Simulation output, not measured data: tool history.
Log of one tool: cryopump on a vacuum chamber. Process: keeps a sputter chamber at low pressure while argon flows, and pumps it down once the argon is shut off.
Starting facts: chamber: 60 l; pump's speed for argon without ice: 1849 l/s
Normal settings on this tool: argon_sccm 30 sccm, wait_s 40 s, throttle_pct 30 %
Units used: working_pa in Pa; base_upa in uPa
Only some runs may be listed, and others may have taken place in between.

| run | day | argon_sccm | wait_s | throttle_pct | working_pa | base_upa |
|---|---|---|---|---|---|---|
| 1 | 0.000 | 30 | 40 | 30 | 0.0951 | 2.49 |
| 2 | 0.883 | 19 | 40 | 30 | 0.0608 | 2.56 |
| 3 | 1.783 | 19 | 40 | 30 | 0.0605 | 2.50 |
| 4 | 3.088 | 30 | 40 | 30 | 0.0955 | 2.60 |
| 5 | 4.017 | 30 | 40 | 30 | 0.0939 | 2.59 |
| 6 | 5.304 | 30 | 40 | 30 | 0.0957 | 2.64 |
| 7 | 6.646 | 30 | 40 | 30 | 0.0953 | 2.59 |
| 8 | 7.271 | 23 | 40 | 30 | 0.0730 | 2.61 |
| 9 | 8.100 | 22 | 40 | 30 | 0.0698 | 2.64 |
|  | 8.546 | leaking fittings of the chamber tightened, without venting |
| 10 | 8.979 | 29 | 40 | 30 | 0.0929 | 1.68 |
| 11 | 9.696 | 30 | 40 | 30 | 0.0954 | 1.60 |
| 12 | 10.929 | 30 | 40 | 59 | 0.0498 | 1.73 |
| 13 | 11.579 | 30 | 40 | 59 | 0.0507 | 1.73 |
| 14 | 12.733 | 30 | 40 | 59 | 0.0504 | 1.71 |
| 15 | 13.383 | 13 | 40 | 30 | 0.0408 | 1.75 |
| 16 | 14.188 | 13 | 40 | 30 | 0.0419 | 1.77 |
| 17 | 15.029 | 13 | 40 | 30 | 0.0406 | 1.72 |
| 18 | 15.658 | 54 | 40 | 30 | 0.1737 | 1.79 |
| 19 | 16.483 | 22 | 40 | 24 | 0.0871 | 1.78 |
| 20 | 17.504 | 25 | 174 | 30 | 0.0799 | 0.67 |
| 21 | 18.321 | 18 | 171 | 55 | 0.0325 | 0.74 |
| 22 | 19.250 | 19 | 40 | 29 | 0.0643 | 1.85 |

Subtracting, for every run, the result it would have given without the tool's unlogged condition from the measured result gives the following. The same run-to-run variation enters both numbers; the gauge's scatter may not:
What the log doesn't record here: pump's speed, % of a pump's without ice; cold plate's temperature, K; leak into the chamber, uPa l/s; drift of the gauge itself on working_pa, %; drift of the gauge itself on base_upa, %.
| run | working_pa | base_upa |
|---|---|---|
| 1 | +0.0027 | +0.88 |
| 2 | +0.0018 | +0.91 |
| 3 | +0.0018 | +0.91 |
| 4 | +0.0030 | +0.94 |
| 5 | +0.0031 | +0.96 |
| 6 | +0.0033 | +0.98 |
| 7 | +0.0034 | +1.00 |
| 8 | +0.0027 | +1.00 |
| 9 | +0.0026 | +1.03 |
| 10 | +0.0036 | +0.04 |
| 11 | +0.0037 | +0.05 |
| 12 | +0.0039 | +0.07 |
| 13 | +0.0039 | +0.08 |
| 14 | +0.0040 | +0.10 |
| 15 | +0.0018 | +0.11 |
| 16 | +0.0018 | +0.12 |
| 17 | +0.0019 | +0.13 |
| 18 | +0.0080 | +0.15 |
| 19 | +0.0033 | +0.16 |
| 20 | +0.0039 | +0.17 |
| 21 | +0.0029 | +0.19 |
| 22 | +0.0031 | +0.20 |
